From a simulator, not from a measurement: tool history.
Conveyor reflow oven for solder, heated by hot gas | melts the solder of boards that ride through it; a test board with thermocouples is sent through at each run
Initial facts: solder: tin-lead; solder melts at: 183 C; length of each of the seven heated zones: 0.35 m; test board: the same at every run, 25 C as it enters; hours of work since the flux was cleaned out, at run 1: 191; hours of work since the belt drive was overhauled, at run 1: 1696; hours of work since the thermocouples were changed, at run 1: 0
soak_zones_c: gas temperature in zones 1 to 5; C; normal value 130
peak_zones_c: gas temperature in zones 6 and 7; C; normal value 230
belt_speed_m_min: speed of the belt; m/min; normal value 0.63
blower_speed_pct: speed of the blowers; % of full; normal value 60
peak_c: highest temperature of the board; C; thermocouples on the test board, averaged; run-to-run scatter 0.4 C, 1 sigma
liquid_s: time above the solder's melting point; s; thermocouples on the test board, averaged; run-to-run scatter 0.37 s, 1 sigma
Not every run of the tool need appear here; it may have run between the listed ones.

run     day  soak_zones_c  peak_zones_c  belt_speed_m_min  blower_speed_pct  hours of work since the flux was cleaned out  hours of work since the belt drive was overhauled  hours of work since the thermocouples were changed  peak_c  liquid_s
  1   0.000           130           230              0.63                60                                           191                                               1696                                                   0   212.4      46.8
  2   3.050           130           230              0.63                60                                           228                                               1734                                                  37   212.9      46.7
      3.917  -- belt drive overhauled, speed set with a stopwatch
  3   5.646           130           230              0.63                60                                           258                                                 21                                                  67   210.6      42.4
  4   8.117           130           230              0.63                60                                           288                                                 51                                                  97   209.8      41.6
  5  11.033           130           230              0.63                60                                           324                                                 87                                                 132   209.3      40.8
  6  14.971           130           230              0.63                60                                           372                                                135                                                 180   209.2      40.7
  7  17.542           130           230              0.63                63                                           403                                                166                                                 212   209.8      41.0
  8  20.121           130           230              0.63                63                                           434                                                198                                                 243   208.7      40.9
     21.229  -- flux residue cleaned out of gas plates and filters
  9  22.892           130           230              0.63                63                                            20                                                229                                                 274   213.4      45.3
 10  25.404           130           230              0.63                64                                            51                                                259                                                 305   212.8      44.9
 11  27.112           130           230              0.63                60                                            72                                                280                                                 326   212.8      44.9
 12  29.550           130           230              0.63                60                                           101                                                310                                                 356   212.1      43.8
 13  33.229           130           230              0.63                60                                           146                                                355                                                 400   210.5      43.2
 14  37.062           130           230              0.63                60                                           193                                                401                                                 447   211.2      42.7
 15  40.879           130           230              0.63                60                                           240                                                448                                                 494   210.8      43.2
 16  43.988           130           230              0.63                60                                           277                                                486                                                 532   209.3      41.7

Run 17, settings as shown, results not yet in. Your forecast:
 17  47.750           130           230              0.63                60                                           323                                                532                                                 577       ?         ?

Logged for run 17: peak_c 209.9 C, liquid_s 41.6 s.
Minus the tool's unlogged condition, the same run would have read peak_c 213.2 C, liquid_s 44.3 s.
